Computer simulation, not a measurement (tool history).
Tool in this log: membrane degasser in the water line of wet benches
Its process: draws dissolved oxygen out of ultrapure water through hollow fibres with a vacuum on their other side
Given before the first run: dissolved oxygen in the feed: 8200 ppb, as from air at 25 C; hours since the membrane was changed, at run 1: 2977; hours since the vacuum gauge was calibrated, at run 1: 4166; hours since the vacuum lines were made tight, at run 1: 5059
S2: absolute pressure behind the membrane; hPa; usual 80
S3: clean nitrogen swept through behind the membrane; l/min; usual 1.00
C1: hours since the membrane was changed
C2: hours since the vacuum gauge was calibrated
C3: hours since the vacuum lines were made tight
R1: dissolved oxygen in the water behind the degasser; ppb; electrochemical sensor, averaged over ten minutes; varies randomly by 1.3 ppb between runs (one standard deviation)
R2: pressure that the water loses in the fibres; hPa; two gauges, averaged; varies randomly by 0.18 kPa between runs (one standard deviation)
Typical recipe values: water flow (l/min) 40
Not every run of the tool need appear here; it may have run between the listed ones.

run 1 hour=0.0 | water_flow_(l/min)=40 S2=80 S3=1.00 | C1=2977 C2=4166 C3=5059 | R1=396.9 R2=361.7
run 2 hour=50.6 | water_flow_(l/min)=40 S2=80 S3=1.00 | C1=3027 C2=4217 C3=5109 | R1=397.1 R2=363.2
run 3 hour=157.3 | water_flow_(l/min)=57 S2=80 S3=1.00 | C1=3134 C2=4324 C3=5216 | R1=538.7 R2=510.1
run 4 hour=208.9 | water_flow_(l/min)=63 S2=80 S3=1.00 | C1=3186 C2=4375 C3=5268 | R1=583.5 R2=568.7
run 5 hour=299.3 | water_flow_(l/min)=63 S2=80 S3=1.00 | C1=3276 C2=4466 C3=5358 | R1=590.2 R2=569.9
-- hour=325.9 vacuum gauge calibrated
run 6 hour=362.3 | water_flow_(l/min)=63 S2=80 S3=1.00 | C1=3338 C2=36 C3=5421 | R1=589.3 R2=567.6
run 7 hour=449.9 | water_flow_(l/min)=40 S2=80 S3=1.00 | C1=3426 C2=124 C3=5508 | R1=397.3 R2=366.2
run 8 hour=508.3 | water_flow_(l/min)=40 S2=80 S3=0.64 | C1=3485 C2=182 C3=5567 | R1=541.2 R2=360.7
run 9 hour=613.6 | water_flow_(l/min)=40 S2=80 S3=1.00 | C1=3590 C2=288 C3=5672 | R1=398.5 R2=362.2
-- hour=669.4 vacuum gauge calibrated, once more
run 10 hour=725.2 | water_flow_(l/min)=40 S2=80 S3=1.00 | C1=3701 C2=56 C3=5783 | R1=387.0 R2=361.7
run 11 hour=824.5 | water_flow_(l/min)=40 S2=80 S3=1.00 | C1=3800 C2=155 C3=5882 | R1=390.7 R2=365.3
run 12 hour=935.7 | water_flow_(l/min)=40 S2=80 S3=1.00 | C1=3911 C2=266 C3=5993 | R1=390.9 R2=364.0
run 13 hour=1024.5 | water_flow_(l/min)=40 S2=161 S3=2.43 | C1=4000 C2=355 C3=6082 | R1=480.2 R2=364.0

Run 14 is up next; what results do you expect?
run 14 hour=1072.1 | water_flow_(l/min)=40 S2=161 S3=2.43 | C1=4048 C2=403 C3=6130 | R1=? R2=?

R1: 480.5 ppb
R2: 366.1 hPa
Minus the tool's unlogged condition, the same run would have read R1 474.5 ppb, R2 355.9 hPa.
